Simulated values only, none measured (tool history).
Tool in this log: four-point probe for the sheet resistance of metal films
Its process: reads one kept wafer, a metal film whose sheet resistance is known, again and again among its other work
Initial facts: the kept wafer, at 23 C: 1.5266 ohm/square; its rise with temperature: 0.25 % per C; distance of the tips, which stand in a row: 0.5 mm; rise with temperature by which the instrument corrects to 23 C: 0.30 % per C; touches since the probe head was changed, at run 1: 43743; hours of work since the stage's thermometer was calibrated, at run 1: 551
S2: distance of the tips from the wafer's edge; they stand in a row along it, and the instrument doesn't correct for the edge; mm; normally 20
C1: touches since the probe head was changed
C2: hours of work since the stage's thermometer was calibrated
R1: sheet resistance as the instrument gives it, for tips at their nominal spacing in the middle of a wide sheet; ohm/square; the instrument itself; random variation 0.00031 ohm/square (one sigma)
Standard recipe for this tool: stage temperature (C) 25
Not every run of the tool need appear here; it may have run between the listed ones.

run 1 hour=0 | stage_temperature_(C)=25 S2=20 | C1=43743 C2=551 | R1=1.52638
run 2 hour=28.5 | stage_temperature_(C)=25 S2=20 | C1=44786 C2=565 | R1=1.526831
run 3 hour=66.7 | stage_temperature_(C)=25 S2=20 | C1=46185 C2=585 | R1=1.526375
run 4 hour=98.3 | stage_temperature_(C)=25 S2=20 | C1=47344 C2=601 | R1=1.526271
run 5 hour=118.7 | stage_temperature_(C)=21 S2=20 | C1=48090 C2=611 | R1=1.530036
run 6 hour=158.2 | stage_temperature_(C)=21 S2=20 | C1=49538 C2=631 | R1=1.529724
run 7 hour=182.1 | stage_temperature_(C)=21 S2=40 | C1=50412 C2=643 | R1=1.528724
run 8 hour=213.5 | stage_temperature_(C)=25 S2=14 | C1=51563 C2=659 | R1=1.526599
run 9 hour=242.1 | stage_temperature_(C)=25 S2=20 | C1=52611 C2=674 | R1=1.525669
run 10 hour=260.5 | stage_temperature_(C)=25 S2=20 | C1=53285 C2=683 | R1=1.525527
run 11 hour=281.9 | stage_temperature_(C)=31 S2=20 | C1=54069 C2=694 | R1=1.521183
run 12 hour=301.3 | stage_temperature_(C)=34 S2=20 | C1=54780 C2=704 | R1=1.51872
run 13 hour=333.6 | stage_temperature_(C)=20 S2=20 | C1=55963 C2=720 | R1=1.529756
run 14 hour=370.9 | stage_temperature_(C)=20 S2=20 | C1=57328 C2=739 | R1=1.528887
run 15 hour=399 | stage_temperature_(C)=20 S2=20 | C1=58359 C2=753 | R1=1.529297
-- hour=401.3 stage's thermometer calibrated
run 16 hour=425.2 | stage_temperature_(C)=20 S2=20 | C1=59297 C2=12 | R1=1.529547
run 17 hour=445.7 | stage_temperature_(C)=25 S2=20 | C1=60049 C2=23 | R1=1.525143
run 18 hour=482.3 | stage_temperature_(C)=25 S2=20 | C1=61388 C2=41 | R1=1.524778
run 19 hour=515.9 | stage_temperature_(C)=34 S2=20 | C1=62619 C2=58 | R1=1.518471
-- hour=542.3 stage's thermometer calibrated, once more
run 20 hour=550.2 | stage_temperature_(C)=34 S2=20 | C1=63859 C2=4 | R1=1.517306
run 21 hour=576.5 | stage_temperature_(C)=25 S2=20 | C1=64823 C2=17 | R1=1.524371
run 22 hour=602.4 | stage_temperature_(C)=25 S2=20 | C1=65770 C2=30 | R1=1.524247
run 23 hour=630 | stage_temperature_(C)=25 S2=20 | C1=66783 C2=44 | R1=1.524371
run 24 hour=666.4 | stage_temperature_(C)=25 S2=20 | C1=68114 C2=63 | R1=1.524368
run 25 hour=695.4 | stage_temperature_(C)=26 S2=7 | C1=69176 C2=78 | R1=1.527074
run 26 hour=722.7 | stage_temperature_(C)=26 S2=7 | C1=70179 C2=91 | R1=1.526925
run 27 hour=750.2 | stage_temperature_(C)=18 S2=6 | C1=71184 C2=105 | R1=1.534804
run 28 hour=767.8 | stage_temperature_(C)=26 S2=64 | C1=71827 C2=114 | R1=1.522497
run 29 hour=804.4 | stage_temperature_(C)=26 S2=11 | C1=73168 C2=133 | R1=1.523703
run 30 hour=826.4 | stage_temperature_(C)=29 S2=43 | C1=73973 C2=144 | R1=1.520395
run 31 hour=848.9 | stage_temperature_(C)=28 S2=36 | C1=74798 C2=155 | R1=1.521121
run 32 hour=868.2 | stage_temperature_(C)=28 S2=36 | C1=75505 C2=165 | R1=1.521065
run 33 hour=896.9 | stage_temperature_(C)=20 S2=36 | C1=76558 C2=180 | R1=1.526845
run 34 hour=916.7 | stage_temperature_(C)=33 S2=28 | C1=77284 C2=190 | R1=1.517037
run 35 hour=943.9 | stage_temperature_(C)=34 S2=7 | C1=78280 C2=203 | R1=1.519769
run 36 hour=961.1 | stage_temperature_(C)=34 S2=7 | C1=78910 C2=212 | R1=1.520072
run 37 hour=998.2 | stage_temperature_(C)=34 S2=7 | C1=80266 C2=231 | R1=1.519459
run 38 hour=1029.4 | stage_temperature_(C)=34 S2=10 | C1=81409 C2=247 | R1=1.517675
run 39 hour=1064.6 | stage_temperature_(C)=34 S2=10 | C1=82699 C2=265 | R1=1.517926
run 40 hour=1095.6 | stage_temperature_(C)=34 S2=10 | C1=83837 C2=280 | R1=1.517746
run 41 hour=1132.1 | stage_temperature_(C)=24 S2=4 | C1=85172 C2=299 | R1=1.536104
run 42 hour=1171.4 | stage_temperature_(C)=24 S2=62 | C1=86613 C2=319 | R1=1.523099
run 43 hour=1204.1 | stage_temperature_(C)=31 S2=35 | C1=87809 C2=335 | R1=1.517711
run 44 hour=1240.5 | stage_temperature_(C)=31 S2=8 | C1=89144 C2=354 | R1=1.520809
run 45 hour=1265.9 | stage_temperature_(C)=31 S2=8 | C1=90074 C2=367 | R1=1.520779
run 46 hour=1293.5 | stage_temperature_(C)=31 S2=8 | C1=91083 C2=380 | R1=1.520299

Each row is a separate what-if for the run after 46, all from the same tool condition, not one after another. Results?
run A hour=1318.4 | stage_temperature_(C)=32 S2=8 | C1=91996 C2=393 | R1=?
run B hour=1318.4 | stage_temperature_(C)=23 S2=20 | C1=91996 C2=393 | R1=?
run C hour=1318.4 | stage_temperature_(C)=25 S2=24 | C1=91996 C2=393 | R1=?

run=A R1=1.519658
run=B R1=1.524224
run=C R1=1.522595
With no hidden state in the tool, these same runs would have given:
run=A R1=1.522806
run=B R1=1.527377
run=C R1=1.525746
